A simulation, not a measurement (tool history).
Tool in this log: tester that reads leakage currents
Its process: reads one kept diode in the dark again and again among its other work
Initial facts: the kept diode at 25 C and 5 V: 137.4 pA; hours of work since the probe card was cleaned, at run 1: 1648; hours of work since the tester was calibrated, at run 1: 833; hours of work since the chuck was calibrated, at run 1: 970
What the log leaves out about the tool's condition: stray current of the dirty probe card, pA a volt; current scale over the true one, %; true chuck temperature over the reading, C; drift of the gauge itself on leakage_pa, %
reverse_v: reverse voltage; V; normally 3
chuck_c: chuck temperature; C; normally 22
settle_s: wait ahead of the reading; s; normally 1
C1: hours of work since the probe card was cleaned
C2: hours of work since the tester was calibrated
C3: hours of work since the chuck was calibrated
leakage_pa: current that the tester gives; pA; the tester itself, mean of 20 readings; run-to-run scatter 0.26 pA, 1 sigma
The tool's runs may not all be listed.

Run 1, hour 0: usual settings; C1 1648; C2 833; C3 970. Result: leakage_pa 72.66 pA.
Run 2, hour 29.5: usual settings; C1 1667; C2 852; C3 988. Result: leakage_pa 72.36 pA.
Run 3, hour 60.9: usual settings; C1 1687; C2 872; C3 1008. Result: leakage_pa 72.19 pA.
Run 4, hour 102.3: usual settings; C1 1713; C2 898; C3 1035. Result: leakage_pa 71.76 pA.
Run 5, hour 129.2: usual settings but settle_s 0.4 s; C1 1730; C2 915; C3 1052. Result: leakage_pa 73.41 pA.
At hour 134.2: tester calibrated.
At hour 136.2: chuck's temperature calibrated.
Run 6, hour 161.4: usual settings but settle_s 0.4 s; C1 1748; C2 16; C3 16. Result: leakage_pa 89.78 pA.
Run 7, hour 200.5: usual settings but reverse_v 2.77 V, chuck_c 50 C; C1 1773; C2 41; C3 41. Result: leakage_pa 990.05 pA.
Run 8, hour 227.6: usual settings but reverse_v 2.77 V, chuck_c 50 C; C1 1790; C2 58; C3 58. Result: leakage_pa 988.23 pA.
Run 9, hour 267.7: usual settings but reverse_v 2.77 V, chuck_c 50 C; C1 1815; C2 83; C3 83. Result: leakage_pa 980.5 pA.
Run 10, hour 290.4: usual settings but reverse_v 2.77 V, chuck_c 50 C; C1 1830; C2 98; C3 98. Result: leakage_pa 979.1 pA.
At hour 295.3: tester calibrated, once more.
Run 11, hour 310: usual settings but reverse_v 2.45 V, chuck_c 29 C, settle_s 5.23 s; C1 1841; C2 9; C3 109. Result: leakage_pa 151.67 pA.
Run 12, hour 332.8: usual settings but reverse_v 2.45 V, chuck_c 29 C, settle_s 0.91 s; C1 1855; C2 24; C3 123. Result: leakage_pa 152.17 pA.

3 ways to go on from here, each from the tool as it stands after run 12. What would each give?
Run A, hour 351.4: usual settings but reverse_v 5.3 V, chuck_c 38 C, settle_s 2.47 s; C1 1867; C2 36; C3 135. Result: leakage_pa ?.
Run B, hour 351.4: usual settings but reverse_v 6.2 V; C1 1867; C2 36; C3 135. Result: leakage_pa ?.
Run C, hour 351.4: usual settings but reverse_v 2.45 V, chuck_c 21 C, settle_s 0.91 s; C1 1867; C2 36; C3 135. Result: leakage_pa ?.

run  leakage_pa
  A      461.58
  B      119.33
  C       71.82
Stripped of hidden state, with their random variation kept, the same runs would have yielded:
run  leakage_pa
  A      463.86
  B      114.63
  C       70.48
